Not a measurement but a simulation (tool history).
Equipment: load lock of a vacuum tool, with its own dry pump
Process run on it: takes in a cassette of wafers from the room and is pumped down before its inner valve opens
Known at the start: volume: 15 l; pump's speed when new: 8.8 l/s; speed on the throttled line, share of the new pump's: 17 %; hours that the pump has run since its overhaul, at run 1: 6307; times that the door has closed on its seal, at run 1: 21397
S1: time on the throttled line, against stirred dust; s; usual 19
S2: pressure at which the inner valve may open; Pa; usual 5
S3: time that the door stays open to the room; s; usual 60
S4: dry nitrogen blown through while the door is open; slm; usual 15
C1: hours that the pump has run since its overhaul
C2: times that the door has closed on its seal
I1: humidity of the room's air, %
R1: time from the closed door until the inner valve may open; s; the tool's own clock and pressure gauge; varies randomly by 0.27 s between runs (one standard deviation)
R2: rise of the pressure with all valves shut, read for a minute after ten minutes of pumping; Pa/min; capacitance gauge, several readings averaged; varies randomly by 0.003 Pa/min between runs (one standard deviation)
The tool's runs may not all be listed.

run,day,S1,S2,S3,S4,C1,C2,I1,R1,R2
1,0,19,5,60,15,6307,21397,42.3,32.7,0.036
2,12.412,19,5,60,15,6605,22222,46,33,0.035
3,20.1,19,5,60,15,6789,22734,47.8,33.5,0.04
4,32.442,19,5,60,15,7085,23555,45.5,32.8,0.024
5,44.188,19,5,60,15,7367,24336,44.5,32.6,0.032
6,50.267,19,5,60,15,7513,24741,40.8,32.8,0.035
7,58.008,19,5,60,15,7699,25256,44.8,32.5,0.034
8,66.692,19,5,40,15,7907,25833,47.3,33,0.029
9,80.262,19,5,40,15,8233,26736,41.1,32.9,0.031
10,91.192,19,8,60,15,8495,27464,43.1,32.1,0.033
11,98.367,19,8,60,15,8668,27941,47,32,0.04
12,112.312,19,8,60,15,9002,28869,44.6,31.9,0.036
13,124.779,19,8,60,15,9301,29698,44.5,32,0.033
14,133.512,19,8,60,15,9511,30279,46.2,32,0.037
15,146.212,12,8,60,15,9816,31124,46.5,26.2,0.039
# day 156.508: dry pump taken out, an overhauled one fitted
16,157.738,12,8,60,15,29,31874,47.3,26.1,0.038
17,171.079,15,5,60,15,350,32762,44.6,29.3,0.035
18,180.458,19,5,60,11,575,33386,45.5,33.1,0.038
19,187.217,33,5,60,16,737,33835,45.9,44.2,0.034
20,196.362,20,5,60,16,957,34444,40.4,33.4,0.029
21,210.871,20,8,60,16,1305,35409,46.8,33.6,0.031
22,217.279,12,5,206,42,1459,35835,44.1,26.7,0.036
23,227.888,16,4,148,5,1713,36541,43.2,31.1,0.065
24,234.229,16,4,148,5,1865,36963,43.7,31.1,0.07
25,247.071,19,5,60,20,2174,37817,44.4,33.4,0.035
26,259.996,19,5,60,20,2484,38677,43.5,32.7,0.034
27,270.375,19,5,60,20,2733,39368,47.8,32.8,0.036
28,283.288,20,5,106,27,3043,40227,44.9,33.3,0.034

Each row is a separate what-if for the run after 28, all from the same tool condition, not one after another. Results?
A,295.746,20,9,106,6,3342,41056,45.7,?,?
B,295.746,11,5,69,15,3342,41056,43.4,?,?
C,295.746,13,5,65,12,3342,41056,44.4,?,?

run,R1,R2
A,32.4,0.062
B,26.1,0.035
C,27.6,0.033
What these runs would have given with no unlogged condition in the tool:
run,R1,R2
A,32.4,0.061
B,26.1,0.034
C,27.6,0.033
